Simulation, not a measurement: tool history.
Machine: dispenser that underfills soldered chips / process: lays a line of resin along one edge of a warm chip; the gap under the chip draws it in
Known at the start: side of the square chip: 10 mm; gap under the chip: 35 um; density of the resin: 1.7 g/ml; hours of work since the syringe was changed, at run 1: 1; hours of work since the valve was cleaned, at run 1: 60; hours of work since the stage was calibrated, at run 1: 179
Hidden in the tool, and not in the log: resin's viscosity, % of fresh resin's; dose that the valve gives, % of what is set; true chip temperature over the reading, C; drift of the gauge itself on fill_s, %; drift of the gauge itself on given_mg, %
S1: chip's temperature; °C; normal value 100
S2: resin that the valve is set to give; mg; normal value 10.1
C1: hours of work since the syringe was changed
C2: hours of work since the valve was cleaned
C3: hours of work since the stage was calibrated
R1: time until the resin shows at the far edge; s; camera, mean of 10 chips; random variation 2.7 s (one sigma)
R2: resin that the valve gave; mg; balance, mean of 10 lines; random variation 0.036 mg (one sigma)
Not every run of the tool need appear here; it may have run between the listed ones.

{"run": 1, "day": 0.0, "S1": 100, "S2": 10.1, "C1": 1, "C2": 60, "C3": 179, "R1": 297.8, "R2": 9.7}
{"day": 0.404, "done": "new syringe of resin"}
{"run": 2, "day": 0.579, "S1": 100, "S2": 10.1, "C1": 3, "C2": 70, "C3": 189, "R1": 359.7, "R2": 9.65}
{"day": 0.846, "done": "new syringe of resin"}
{"run": 3, "day": 1.033, "S1": 100, "S2": 10.1, "C1": 3, "C2": 77, "C3": 197, "R1": 360.6, "R2": 9.56}
{"day": 1.321, "done": "new syringe of resin"}
{"run": 4, "day": 1.458, "S1": 96, "S2": 10.1, "C1": 2, "C2": 85, "C3": 205, "R1": 383.2, "R2": 9.49}
{"day": 1.767, "done": "new syringe of resin"}
{"run": 5, "day": 2.146, "S1": 96, "S2": 10.1, "C1": 7, "C2": 97, "C3": 217, "R1": 543.4, "R2": 9.44}
{"day": 2.196, "done": "new syringe of resin"}
{"day": 2.592, "done": "dispensing valve cleaned and set on the balance"}
{"day": 2.667, "done": "new syringe of resin"}
{"run": 6, "day": 2.875, "S1": 96, "S2": 10.1, "C1": 4, "C2": 5, "C3": 228, "R1": 422.2, "R2": 10.1}
{"day": 3.083, "done": "new syringe of resin"}
{"run": 7, "day": 3.379, "S1": 100, "S2": 10.1, "C1": 5, "C2": 14, "C3": 237, "R1": 424.3, "R2": 10.03}
{"day": 3.517, "done": "new syringe of resin"}
{"run": 8, "day": 3.792, "S1": 100, "S2": 10.2, "C1": 5, "C2": 21, "C3": 244, "R1": 417.4, "R2": 10.14}

Run 9 comes next. What will it give?
{"day": 3.938, "done": "new syringe of resin"}
{"run": 9, "day": 4.175, "S1": 108, "S2": 11.9, "C1": 4, "C2": 27, "C3": 251, "R1": "?", "R2": "?"}

R1: 307.2 s
R2: 11.70 mg
Had the tool carried no hidden state, the very same run would have given R1 211.9 s, R2 11.89 mg.
